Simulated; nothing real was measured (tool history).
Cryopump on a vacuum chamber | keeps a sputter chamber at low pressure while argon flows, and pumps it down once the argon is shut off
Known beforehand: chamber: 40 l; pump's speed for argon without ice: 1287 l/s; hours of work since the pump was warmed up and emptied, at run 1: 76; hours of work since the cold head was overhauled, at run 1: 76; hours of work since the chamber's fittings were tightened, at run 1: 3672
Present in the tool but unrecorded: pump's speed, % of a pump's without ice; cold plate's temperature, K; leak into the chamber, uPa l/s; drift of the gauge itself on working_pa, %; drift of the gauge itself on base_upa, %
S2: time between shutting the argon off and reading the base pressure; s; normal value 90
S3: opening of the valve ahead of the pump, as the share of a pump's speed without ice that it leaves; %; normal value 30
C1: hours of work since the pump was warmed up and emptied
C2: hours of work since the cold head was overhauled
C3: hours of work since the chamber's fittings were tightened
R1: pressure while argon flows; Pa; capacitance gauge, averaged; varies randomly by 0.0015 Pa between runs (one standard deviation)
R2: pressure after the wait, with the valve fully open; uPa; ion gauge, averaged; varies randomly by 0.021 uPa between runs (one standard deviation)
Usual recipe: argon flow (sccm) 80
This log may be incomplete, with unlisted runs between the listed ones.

{"run": 1, "hour": 0.0, "argon flow (sccm)": 80, "S2": 90, "S3": 30, "C1": 76, "C2": 76, "C3": 3672, "R1": 0.3564, "R2": 3.79}
{"run": 2, "hour": 11.7, "argon flow (sccm)": 80, "S2": 90, "S3": 30, "C1": 83, "C2": 83, "C3": 3679, "R1": 0.3564, "R2": 3.67}
{"run": 3, "hour": 19.6, "argon flow (sccm)": 80, "S2": 90, "S3": 30, "C1": 88, "C2": 88, "C3": 3684, "R1": 0.3539, "R2": 3.7}
{"run": 4, "hour": 34.4, "argon flow (sccm)": 80, "S2": 90, "S3": 30, "C1": 97, "C2": 97, "C3": 3693, "R1": 0.3564, "R2": 3.73}
{"run": 5, "hour": 53.4, "argon flow (sccm)": 80, "S2": 64, "S3": 30, "C1": 109, "C2": 109, "C3": 3705, "R1": 0.3585, "R2": 3.97}
{"run": 6, "hour": 68.4, "argon flow (sccm)": 80, "S2": 64, "S3": 30, "C1": 119, "C2": 119, "C3": 3715, "R1": 0.356, "R2": 3.88}
{"run": 7, "hour": 82.7, "argon flow (sccm)": 80, "S2": 64, "S3": 30, "C1": 128, "C2": 128, "C3": 3724, "R1": 0.3575, "R2": 3.93}
{"run": 8, "hour": 101.4, "argon flow (sccm)": 80, "S2": 64, "S3": 30, "C1": 139, "C2": 139, "C3": 3735, "R1": 0.3564, "R2": 4.03}
{"hour": 106.3, "done": "leaking fittings of the chamber tightened, without venting"}
{"run": 9, "hour": 119.6, "argon flow (sccm)": 80, "S2": 90, "S3": 30, "C1": 150, "C2": 150, "C3": 8, "R1": 0.3588, "R2": 0.6}
{"run": 10, "hour": 128.7, "argon flow (sccm)": 80, "S2": 90, "S3": 30, "C1": 155, "C2": 155, "C3": 14, "R1": 0.3591, "R2": 0.59}
{"run": 11, "hour": 143.7, "argon flow (sccm)": 80, "S2": 90, "S3": 16, "C1": 165, "C2": 165, "C3": 24, "R1": 0.6645, "R2": 0.6}
{"run": 12, "hour": 156.9, "argon flow (sccm)": 80, "S2": 90, "S3": 16, "C1": 173, "C2": 173, "C3": 32, "R1": 0.664, "R2": 0.62}
{"run": 13, "hour": 166.0, "argon flow (sccm)": 80, "S2": 90, "S3": 16, "C1": 179, "C2": 179, "C3": 38, "R1": 0.6679, "R2": 0.61}
{"run": 14, "hour": 183.2, "argon flow (sccm)": 39, "S2": 90, "S3": 28, "C1": 190, "C2": 190, "C3": 48, "R1": 0.1878, "R2": 0.61}
{"run": 15, "hour": 197.6, "argon flow (sccm)": 80, "S2": 186, "S3": 30, "C1": 199, "C2": 199, "C3": 57, "R1": 0.3598, "R2": 0.45}
{"run": 16, "hour": 206.1, "argon flow (sccm)": 146, "S2": 129, "S3": 30, "C1": 204, "C2": 204, "C3": 63, "R1": 0.6608, "R2": 0.53}
{"run": 17, "hour": 218.7, "argon flow (sccm)": 68, "S2": 32, "S3": 45, "C1": 212, "C2": 212, "C3": 71, "R1": 0.2085, "R2": 1.18}
{"run": 18, "hour": 226.6, "argon flow (sccm)": 68, "S2": 32, "S3": 45, "C1": 217, "C2": 217, "C3": 76, "R1": 0.2082, "R2": 1.14}
{"run": 19, "hour": 241.9, "argon flow (sccm)": 58, "S2": 226, "S3": 45, "C1": 226, "C2": 226, "C3": 85, "R1": 0.1775, "R2": 0.47}
{"run": 20, "hour": 260.0, "argon flow (sccm)": 116, "S2": 90, "S3": 30, "C1": 238, "C2": 238, "C3": 97, "R1": 0.5271, "R2": 0.67}
{"run": 21, "hour": 272.0, "argon flow (sccm)": 87, "S2": 199, "S3": 46, "C1": 245, "C2": 245, "C3": 104, "R1": 0.2624, "R2": 0.52}
{"run": 22, "hour": 291.3, "argon flow (sccm)": 91, "S2": 129, "S3": 20, "C1": 258, "C2": 258, "C3": 116, "R1": 0.6157, "R2": 0.58}

Here are 4 independent what-if runs from the current tool condition. What would each one return?
{"run": "A", "hour": 303.5, "argon flow (sccm)": 91, "S2": 46, "S3": 21, "C1": 265, "C2": 265, "C3": 124, "R1": "?", "R2": "?"}
{"run": "B", "hour": 303.5, "argon flow (sccm)": 122, "S2": 60, "S3": 50, "C1": 265, "C2": 265, "C3": 124, "R1": "?", "R2": "?"}
{"run": "C", "hour": 303.5, "argon flow (sccm)": 41, "S2": 90, "S3": 30, "C1": 265, "C2": 265, "C3": 124, "R1": "?", "R2": "?"}
{"run": "D", "hour": 303.5, "argon flow (sccm)": 80, "S2": 90, "S3": 47, "C1": 265, "C2": 265, "C3": 124, "R1": "?", "R2": "?"}

run=A R1=0.5878 R2=0.93
run=B R1=0.3432 R2=0.8
run=C R1=0.1877 R2=0.73
run=D R1=0.2385 R2=0.7
Stripped of hidden state, with their random variation kept, the same runs would have yielded:
run=A R1=0.5712 R2=0.75
run=B R1=0.3211 R2=0.62
run=C R1=0.1802 R2=0.54
run=D R1=0.224 R2=0.52
